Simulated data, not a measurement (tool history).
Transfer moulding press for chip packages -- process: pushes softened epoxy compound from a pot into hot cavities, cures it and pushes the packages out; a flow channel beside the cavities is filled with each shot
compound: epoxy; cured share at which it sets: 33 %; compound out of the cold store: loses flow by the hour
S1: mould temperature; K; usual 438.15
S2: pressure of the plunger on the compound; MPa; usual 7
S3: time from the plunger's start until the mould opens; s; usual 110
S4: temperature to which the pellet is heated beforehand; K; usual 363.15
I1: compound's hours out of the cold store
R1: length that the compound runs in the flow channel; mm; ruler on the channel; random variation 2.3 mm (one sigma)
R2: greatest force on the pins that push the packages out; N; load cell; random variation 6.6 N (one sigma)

| run | hour | S1 | S2 | S3 | S4 | I1 | R1 | R2 |
|---|---|---|---|---|---|---|---|---|
| 1 | 0 | 438.15 | 7 | 110 | 363.15 | 11.3 | 646 | 439 |
|  | 16 | cavities cleaned with cleaning compound and waxed |
| 2 | 73.2 | 438.15 | 7.76 | 110 | 363.15 | 17.6 | 651 | 478 |
|  | 121.7 | cavities cleaned with cleaning compound and waxed |
|  | 145.6 | cavities cleaned with cleaning compound and waxed, once more |
| 3 | 146.8 | 438.15 | 7.76 | 110 | 363.15 | 26.6 | 621 | 278 |
| 4 | 187.1 | 438.15 | 7.76 | 110 | 363.15 | 43.7 | 573 | 399 |
| 5 | 228.8 | 438.15 | 7.76 | 106 | 363.15 | 27.7 | 608 | 452 |
|  | 237.7 | mould's thermocouples calibrated |
|  | 248.6 | cavities cleaned with cleaning compound and waxed |
| 6 | 277.5 | 438.15 | 7 | 110 | 363.15 | 41.4 | 535 | 359 |
| 7 | 344.3 | 438.15 | 7 | 110 | 363.15 | 37.9 | 536 | 426 |
|  | 350 | cavities cleaned with cleaning compound and waxed |
|  | 387.8 | plunger's sealing rings changed |
| 8 | 405.5 | 438.15 | 7 | 110 | 363.15 | 25.6 | 609 | 412 |
|  | 457.3 | cavities cleaned with cleaning compound and waxed |
| 9 | 472.1 | 438.15 | 7 | 108 | 363.15 | 39.3 | 571 | 309 |
| 10 | 549.7 | 438.15 | 7 | 108 | 363.15 | 24.3 | 603 | 436 |
|  | 558.6 | cavities cleaned with cleaning compound and waxed |
| 11 | 625.7 | 438.15 | 7.03 | 110 | 363.15 | 10.5 | 628 | 425 |
|  | 658.4 | cavities cleaned with cleaning compound and waxed |
| 12 | 677.5 | 438.15 | 7.03 | 110 | 363.15 | 48 | 533 | 311 |
| 13 | 725.4 | 438.15 | 7.03 | 110 | 363.15 | 44.9 | 525 | 405 |
|  | 759.4 | cavities cleaned with cleaning compound and waxed |
| 14 | 778.3 | 438.15 | 7.03 | 110 | 363.15 | 43.3 | 530 | 344 |
|  | 829.7 | plunger's sealing rings changed |
| 15 | 859.7 | 438.15 | 7.03 | 128 | 363.15 | 28 | 602 | 385 |
|  | 866.2 | cavities cleaned with cleaning compound and waxed |
| 16 | 893.8 | 438.15 | 6.28 | 128 | 363.15 | 26.9 | 569 | 337 |
| 17 | 961.4 | 446.15 | 8.23 | 116 | 356.15 | 44.7 | 577 | 375 |
|  | 968.8 | cavities cleaned with cleaning compound and waxed |
| 18 | 998.1 | 446.15 | 8.23 | 116 | 356.15 | 15.6 | 650 | 327 |
|  | 1073.3 | mould's thermocouples calibrated |
|  | 1074.8 | cavities cleaned with cleaning compound and waxed |
| 19 | 1078 | 439.15 | 6.51 | 116 | 356.15 | 9.9 | 606 | 262 |
| 20 | 1149.5 | 438.15 | 6.65 | 110 | 363.15 | 42.2 | 521 | 399 |
|  | 1177.5 | cavities cleaned with cleaning compound and waxed |
| 21 | 1199.7 | 438.15 | 6.27 | 103 | 359.15 | 11.6 | 575 | 377 |
| 22 | 1245.2 | 438.15 | 6.27 | 103 | 359.15 | 26 | 537 | 456 |
|  | 1272.9 | plunger's sealing rings changed |
|  | 1284.6 | cavities cleaned with cleaning compound and waxed |
| 23 | 1284.6 | 438.15 | 6.27 | 103 | 359.15 | 35 | 554 | 283 |
| 24 | 1323.1 | 438.15 | 7 | 125 | 369.15 | 18.3 | 619 | 356 |
|  | 1390.8 | cavities cleaned with cleaning compound and waxed |
| 25 | 1401.4 | 438.15 | 5.35 | 96 | 369.15 | 18 | 538 | 382 |
| 26 | 1469.5 | 438.15 | 5.35 | 96 | 369.15 | 34.1 | 496 | 492 |
|  | 1491.7 | cavities cleaned with cleaning compound and waxed |
| 27 | 1513.3 | 433.15 | 5.35 | 96 | 362.15 | 40.4 | 493 | 591 |

Here are 4 independent what-if runs from the current tool condition. What would each one return?
| A | 1549.3 | 433.15 | 6.35 | 96 | 362.15 | 22.5 | ? | ? |
| B | 1549.3 | 433.15 | 5.35 | 123 | 362.15 | 11.6 | ? | ? |
| C | 1549.3 | 433.15 | 7.24 | 96 | 355.15 | 15.6 | ? | ? |
| D | 1549.3 | 435.15 | 7.69 | 110 | 363.15 | 11.2 | ? | ? |

| run | R1 | R2 |
|---|---|---|
| A | 576 | 737 |
| B | 558 | 454 |
| C | 642 | 787 |
| D | 659 | 489 |
With the hidden condition removed and each run's random variation left untouched, the same runs would have given:
| run | R1 | R2 |
|---|---|---|
| A | 605 | 462 |
| B | 586 | 288 |
| C | 673 | 492 |
| D | 691 | 308 |
